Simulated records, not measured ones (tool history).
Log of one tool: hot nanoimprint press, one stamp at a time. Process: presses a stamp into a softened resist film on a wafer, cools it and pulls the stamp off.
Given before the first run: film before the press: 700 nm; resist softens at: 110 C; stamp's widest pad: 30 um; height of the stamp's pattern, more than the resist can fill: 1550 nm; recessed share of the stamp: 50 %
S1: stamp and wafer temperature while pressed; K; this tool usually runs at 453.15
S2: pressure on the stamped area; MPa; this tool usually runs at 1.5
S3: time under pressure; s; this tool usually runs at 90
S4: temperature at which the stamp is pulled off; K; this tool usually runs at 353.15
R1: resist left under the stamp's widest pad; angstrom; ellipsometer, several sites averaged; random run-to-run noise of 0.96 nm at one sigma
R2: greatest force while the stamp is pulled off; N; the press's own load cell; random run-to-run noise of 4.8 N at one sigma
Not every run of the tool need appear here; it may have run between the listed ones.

run 1 hour=0 | S1=453.15 S2=1.5 S3=90 S4=353.15 | R1=3594 R2=365
run 2 hour=16.6 | S1=453.15 S2=1.5 S3=90 S4=353.15 | R1=3581 R2=364
run 3 hour=35.4 | S1=453.15 S2=1.5 S3=90 S4=353.15 | R1=3579 R2=366
run 4 hour=52 | S1=453.15 S2=1.27 S3=90 S4=353.15 | R1=3897 R2=374
-- hour=62.2 press's hydraulic seals changed and the load cell set to zero
-- hour=71.5 stamp cleaned and given a new release coat
-- hour=78.9 plate thermocouple calibrated
run 5 hour=84.2 | S1=453.15 S2=1.5 S3=160 S4=353.15 | R1=2836 R2=232
run 6 hour=110.7 | S1=453.15 S2=1.5 S3=90 S4=340.15 | R1=3425 R2=325
run 7 hour=125 | S1=453.15 S2=1.5 S3=90 S4=340.15 | R1=3424 R2=332
run 8 hour=137.4 | S1=453.15 S2=1.5 S3=56 S4=340.15 | R1=3972 R2=331
run 9 hour=154.8 | S1=453.15 S2=1.5 S3=90 S4=353.15 | R1=3445 R2=260
run 10 hour=174.1 | S1=453.15 S2=1.5 S3=90 S4=353.15 | R1=3454 R2=258
run 11 hour=190.7 | S1=453.15 S2=1.5 S3=78 S4=353.15 | R1=3601 R2=267
run 12 hour=211.7 | S1=453.15 S2=1.5 S3=60 S4=353.15 | R1=3897 R2=275
run 13 hour=235.1 | S1=454.15 S2=1.5 S3=90 S4=353.15 | R1=3325 R2=282
run 14 hour=246 | S1=461.15 S2=1.5 S3=90 S4=353.15 | R1=2496 R2=274
run 15 hour=259.3 | S1=461.15 S2=1.5 S3=90 S4=353.15 | R1=2500 R2=280
run 16 hour=278.9 | S1=453.15 S2=1.75 S3=90 S4=339.15 | R1=3186 R2=388
run 17 hour=296.9 | S1=453.15 S2=1.75 S3=90 S4=339.15 | R1=3182 R2=400
run 18 hour=311.2 | S1=453.15 S2=1.16 S3=106 S4=345.15 | R1=3792 R2=356
run 19 hour=335.8 | S1=453.15 S2=1.5 S3=172 S4=339.15 | R1=2821 R2=416
run 20 hour=346.8 | S1=453.15 S2=1.5 S3=88 S4=353.15 | R1=3514 R2=292
run 21 hour=370.2 | S1=453.15 S2=1.09 S3=89 S4=348.15 | R1=4119 R2=354
run 22 hour=388.4 | S1=453.15 S2=1.09 S3=89 S4=348.15 | R1=4131 R2=356
run 23 hour=406.3 | S1=454.15 S2=1.5 S3=91 S4=353.15 | R1=3343 R2=330
run 24 hour=427.3 | S1=459.15 S2=1.5 S3=53 S4=353.15 | R1=3268 R2=332
run 25 hour=445.3 | S1=453.15 S2=1.5 S3=165 S4=349.15 | R1=2871 R2=363
run 26 hour=459.1 | S1=453.15 S2=1.5 S3=90 S4=358.15 | R1=3514 R2=287
run 27 hour=483.8 | S1=453.15 S2=1.49 S3=46 S4=353.15 | R1=4297 R2=343
run 28 hour=509.1 | S1=453.15 S2=1.49 S3=46 S4=353.15 | R1=4286 R2=351
run 29 hour=523.8 | S1=453.15 S2=1.5 S3=177 S4=356.15 | R1=2823 R2=325
run 30 hour=550.3 | S1=453.15 S2=1.5 S3=62 S4=355.15 | R1=3942 R2=345

For some of the steps in R1 from one run to the next: how much would appear even if the tool had no hidden state, given the settings, what came in and random variation, and how much remains for the hidden state plus any gauge scatter that the measured result and the result without hidden state don't share?
The hidden state here: true temperature over the reading, C; pressure that arrives at the usual setting, %; grip of the stamp's worn release coat, % over a new coat's; drift of the gauge itself on residual_nm, %; drift of the gauge itself on pull_off_n, %.
Run 4 -> 5: S2 1.27 -> 1.5, S3 90 -> 160, press's hydraulic seals changed and the load cell set to zero, stamp cleaned and given a new release coat, plate thermocouple calibrated. R1 -1061 angstrom: hidden state -173, all else -888.
Run 28 -> 29: S2 1.49 -> 1.5, S3 46 -> 177, S4 353.15 -> 356.15. R1 -1463 angstrom: hidden state -26, all else -1437.
Run 29 -> 30: S3 177 -> 62, S4 356.15 -> 355.15. R1 +1119 angstrom: hidden state +34, all else +1085.

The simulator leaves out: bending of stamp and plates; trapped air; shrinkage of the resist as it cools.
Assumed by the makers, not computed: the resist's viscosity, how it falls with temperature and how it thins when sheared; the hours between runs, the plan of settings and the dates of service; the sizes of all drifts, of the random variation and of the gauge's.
